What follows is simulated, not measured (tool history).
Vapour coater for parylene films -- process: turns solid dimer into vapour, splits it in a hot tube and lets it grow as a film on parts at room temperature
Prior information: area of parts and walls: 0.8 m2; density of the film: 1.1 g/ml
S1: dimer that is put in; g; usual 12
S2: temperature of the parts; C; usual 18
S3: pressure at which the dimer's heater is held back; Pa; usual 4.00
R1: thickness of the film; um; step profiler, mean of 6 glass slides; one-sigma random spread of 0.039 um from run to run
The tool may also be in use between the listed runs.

run     day  S1  S2     S3    R1
  1   0.000  12  18   4.00  6.45
  2   1.038  18  18   4.00  9.72
  3   2.525  18  18   4.00  9.75
  4   4.121  12  18   4.00  6.53
  5   5.217  12  18   4.00  6.48
  6   6.675  12  13   4.00  7.08
  7   8.288  12  13   4.00  7.09
  8   9.104  12  29   4.00  5.28
  9  10.812  12  29   4.00  5.31
     12.200  -- trap's valve overhauled
 10  12.200  12  29   4.00  5.32
 11  13.342  12  29   4.00  5.35
 12  14.717  12  29   4.00  5.31
 13  16.312  12  18   4.00  6.46
 14  17.950  12  18   4.00  6.54
 15  18.738  12  18   4.00  6.45
 16  19.600  12  18   4.00  6.50
 17  20.833  12  18   4.00  6.53
 18  22.112  12  18   4.00  6.48
 19  23.588  12  18   4.00  6.47
 20  24.392  12  29   4.00  5.27
 21  25.321  12  29   4.00  5.30
 22  27.054  12  18   4.00  6.44
 23  27.867  12  18   4.00  6.44
 24  28.729  12  18   4.00  6.40
     29.412  -- trap's valve overhauled
 25  30.588   7  24   2.42  3.59
 26  31.629   7  10   2.42  4.66
 27  33.421   7  10   2.42  4.62
 28  34.346   9  21  10.45  4.22
 29  35.771   9  21  10.40  4.18
 30  37.362   9  21  10.40  4.14
 31  38.362   9  10  10.40  5.10
 32  39.862  12  18   4.00  6.45
 33  41.288  17  27   2.05  8.31
 34  42.275   6  27   4.47  2.70
 35  43.592  12  18   9.44  5.93
 36  44.488  15  24   2.06  7.83
     45.275  -- table's thermometer calibrated
 37  46.267   8  14   4.96  4.53
     46.688  -- trap's valve overhauled
 38  47.975   8  14   4.96  4.59
 39  49.196   7  18   4.00  3.81
 40  50.958  16  29   3.77  7.22
 41  52.250  16  29   3.77  7.18
 42  53.783  16  29   3.77  7.14

Run 43, settings as shown, results not yet in. Your forecast:
 43  54.825  16  29  3.77   ?

{"run 43": {"R1": 7.07}}
Without the tool's hidden state the same run would have given R1 7.09 um.

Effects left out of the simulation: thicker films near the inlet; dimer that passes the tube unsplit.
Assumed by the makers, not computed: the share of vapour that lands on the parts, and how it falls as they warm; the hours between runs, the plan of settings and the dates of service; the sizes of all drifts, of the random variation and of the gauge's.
